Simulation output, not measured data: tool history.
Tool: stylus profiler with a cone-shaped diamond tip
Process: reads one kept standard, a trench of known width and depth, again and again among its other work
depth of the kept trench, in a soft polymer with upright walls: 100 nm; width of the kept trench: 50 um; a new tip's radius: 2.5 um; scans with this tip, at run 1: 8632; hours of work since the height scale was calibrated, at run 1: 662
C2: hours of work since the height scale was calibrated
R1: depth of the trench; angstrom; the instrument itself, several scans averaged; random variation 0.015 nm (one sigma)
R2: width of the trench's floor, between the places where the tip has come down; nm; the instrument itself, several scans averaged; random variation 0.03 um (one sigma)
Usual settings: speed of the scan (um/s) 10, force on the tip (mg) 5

Run 1, hour 0: usual settings; scans with this tip 8632; C2 662. Result: R1 1026.5 angstrom, R2 48310 nm.
Run 2, hour 75.6: usual settings; scans with this tip 9135; C2 701. Result: R1 1026.3 angstrom, R2 48290 nm.
Run 3, hour 156.9: usual settings but force on the tip (mg) 4.61; scans with this tip 9676; C2 742. Result: R1 1025.1 angstrom, R2 48310 nm.
Run 4, hour 259.3: usual settings but speed of the scan (um/s) 9, force on the tip (mg) 4.61; scans with this tip 10357; C2 794. Result: R1 1025.5 angstrom, R2 48240 nm.
Run 5, hour 365.1: usual settings but speed of the scan (um/s) 9, force on the tip (mg) 3.22; scans with this tip 11061; C2 848. Result: R1 1020.6 angstrom, R2 48240 nm.
Run 6, hour 476.5: usual settings but speed of the scan (um/s) 9, force on the tip (mg) 3.22; scans with this tip 11802; C2 905. Result: R1 1020.6 angstrom, R2 48160 nm.
Run 7, hour 614.1: usual settings but speed of the scan (um/s) 9, force on the tip (mg) 3.22; scans with this tip 12717; C2 975. Result: R1 1020.6 angstrom, R2 48200 nm.
Run 8, hour 688.9: usual settings but speed of the scan (um/s) 9, force on the tip (mg) 3.22; scans with this tip 13216; C2 1013. Result: R1 1020.4 angstrom, R2 48190 nm.
Run 9, hour 769.3: usual settings but speed of the scan (um/s) 11; scans with this tip 13750; C2 1054. Result: R1 1027 angstrom, R2 48120 nm.
Run 10, hour 879.4: usual settings but speed of the scan (um/s) 11; scans with this tip 14483; C2 1111. Result: R1 1027.5 angstrom, R2 48170 nm.
Run 11, hour 957.6: usual settings but speed of the scan (um/s) 11; scans with this tip 15003; C2 1150. Result: R1 1027.4 angstrom, R2 48090 nm.
Run 12, hour 1024.8: usual settings; scans with this tip 15450; C2 1185. Result: R1 1027.6 angstrom, R2 48100 nm.
Run 13, hour 1162.5: usual settings but speed of the scan (um/s) 18; scans with this tip 16366; C2 1255. Result: R1 1027.5 angstrom, R2 48050 nm.
At hour 1196.6: height scale calibrated on a step standard.
Run 14, hour 1275.6: usual settings; scans with this tip 17115; C2 40. Result: R1 1028.9 angstrom, R2 48060 nm.
Run 15, hour 1407.4: usual settings but force on the tip (mg) 7.14; scans with this tip 17992; C2 108. Result: R1 1035.8 angstrom, R2 48000 nm.
Run 16, hour 1515.7: usual settings but speed of the scan (um/s) 29; scans with this tip 18713; C2 163. Result: R1 1028.9 angstrom, R2 47960 nm.
At hour 1605.7: height scale calibrated on a step standard, once more.
Run 17, hour 1609.9: usual settings but speed of the scan (um/s) 29; scans with this tip 19336; C2 2. Result: R1 1024.9 angstrom, R2 47930 nm.
Run 18, hour 1700: usual settings but speed of the scan (um/s) 29; scans with this tip 19935; C2 48. Result: R1 1025 angstrom, R2 47970 nm.
At hour 1812.9: new tip fitted, height scale calibrated.
Run 19, hour 1839.7: usual settings but speed of the scan (um/s) 29; scans with this tip 177; C2 14. Result: R1 1024.7 angstrom, R2 48520 nm.
Run 20, hour 1903: usual settings; scans with this tip 599; C2 46. Result: R1 1024.6 angstrom, R2 48610 nm.
Run 21, hour 2035.8: usual settings; scans with this tip 1482; C2 114. Result: R1 1024.5 angstrom, R2 48570 nm.
Run 22, hour 2114.6: usual settings; scans with this tip 2006; C2 154. Result: R1 1025 angstrom, R2 48560 nm.
Run 23, hour 2189: usual settings; scans with this tip 2501; C2 192. Result: R1 1025.1 angstrom, R2 48510 nm.
Run 24, hour 2270.9: usual settings but speed of the scan (um/s) 20, force on the tip (mg) 7.61; scans with this tip 3047; C2 234. Result: R1 1033.2 angstrom, R2 48510 nm.
Run 25, hour 2382.2: usual settings but speed of the scan (um/s) 20, force on the tip (mg) 7.61; scans with this tip 3787; C2 290. Result: R1 1033.1 angstrom, R2 48430 nm.
Run 26, hour 2452.2: usual settings but speed of the scan (um/s) 12, force on the tip (mg) 7.91; scans with this tip 4253; C2 326. Result: R1 1034.4 angstrom, R2 48470 nm.
Run 27, hour 2585.2: usual settings but speed of the scan (um/s) 3, force on the tip (mg) 7.11; scans with this tip 5138; C2 394. Result: R1 1031.8 angstrom, R2 48420 nm.
Run 28, hour 2681.4: usual settings but speed of the scan (um/s) 7, force on the tip (mg) 1.85; scans with this tip 5777; C2 443. Result: R1 1013.5 angstrom, R2 48430 nm.
Run 29, hour 2797.2: usual settings but force on the tip (mg) 11.26; scans with this tip 6548; C2 502. Result: R1 1043.3 angstrom, R2 48380 nm.
Run 30, hour 2925.6: usual settings but force on the tip (mg) 11.26; scans with this tip 7403; C2 568. Result: R1 1043.6 angstrom, R2 48330 nm.
Run 31, hour 3013.4: usual settings but speed of the scan (um/s) 11, force on the tip (mg) 1.81; scans with this tip 7987; C2 612. Result: R1 1013.7 angstrom, R2 48280 nm.
Run 32, hour 3144.3: usual settings but speed of the scan (um/s) 4, force on the tip (mg) 1.91; scans with this tip 8857; C2 679. Result: R1 1014 angstrom, R2 48310 nm.
Run 33, hour 3242: usual settings but speed of the scan (um/s) 16, force on the tip (mg) 1.91; scans with this tip 9507; C2 729. Result: R1 1014.6 angstrom, R2 48250 nm.
Run 34, hour 3318: usual settings but speed of the scan (um/s) 16, force on the tip (mg) 1.91; scans with this tip 10013; C2 768. Result: R1 1014.5 angstrom, R2 48230 nm.
Run 35, hour 3378.3: usual settings but speed of the scan (um/s) 11, force on the tip (mg) 10.76; scans with this tip 10414; C2 799. Result: R1 1042.7 angstrom, R2 48250 nm.
Run 36, hour 3467.2: usual settings but speed of the scan (um/s) 15, force on the tip (mg) 8.78; scans with this tip 11006; C2 844. Result: R1 1038 angstrom, R2 48170 nm.
Run 37, hour 3601.5: usual settings but speed of the scan (um/s) 3, force on the tip (mg) 7.43; scans with this tip 11899; C2 913. Result: R1 1034.1 angstrom, R2 48230 nm.
Run 38, hour 3692: usual settings but force on the tip (mg) 2.68; scans with this tip 12502; C2 959. Result: R1 1018.1 angstrom, R2 48120 nm.
Run 39, hour 3799.5: usual settings but speed of the scan (um/s) 6, force on the tip (mg) 2.94; scans with this tip 13217; C2 1014. Result: R1 1019.5 angstrom, R2 48150 nm.
Run 40, hour 3943.5: usual settings but speed of the scan (um/s) 6, force on the tip (mg) 2.94; scans with this tip 14175; C2 1087. Result: R1 1019.5 angstrom, R2 48130 nm.
Run 41, hour 4088.5: usual settings but speed of the scan (um/s) 7, force on the tip (mg) 5.54; scans with this tip 15139; C2 1161. Result: R1 1028.9 angstrom, R2 48040 nm.
Run 42, hour 4206.3: usual settings but speed of the scan (um/s) 8, force on the tip (mg) 5.68; scans with this tip 15923; C2 1221. Result: R1 1029.1 angstrom, R2 48030 nm.
Run 43, hour 4279.9: usual settings but speed of the scan (um/s) 8, force on the tip (mg) 5.68; scans with this tip 16413; C2 1259. Result: R1 1029.4 angstrom, R2 48050 nm.

Run 44 comes next. What will it give?
At hour 4314.6: height scale calibrated on a step standard.
Run 44, hour 4356.1: usual settings but force on the tip (mg) 3.3; scans with this tip 16917; C2 21. Result: R1 ?, R2 ?.

{"run 44": {"R1": 1019, "R2": 48080}}
Without the tool's hidden state the same run would have given R1 1018.5 angstrom, R2 48630 nm.

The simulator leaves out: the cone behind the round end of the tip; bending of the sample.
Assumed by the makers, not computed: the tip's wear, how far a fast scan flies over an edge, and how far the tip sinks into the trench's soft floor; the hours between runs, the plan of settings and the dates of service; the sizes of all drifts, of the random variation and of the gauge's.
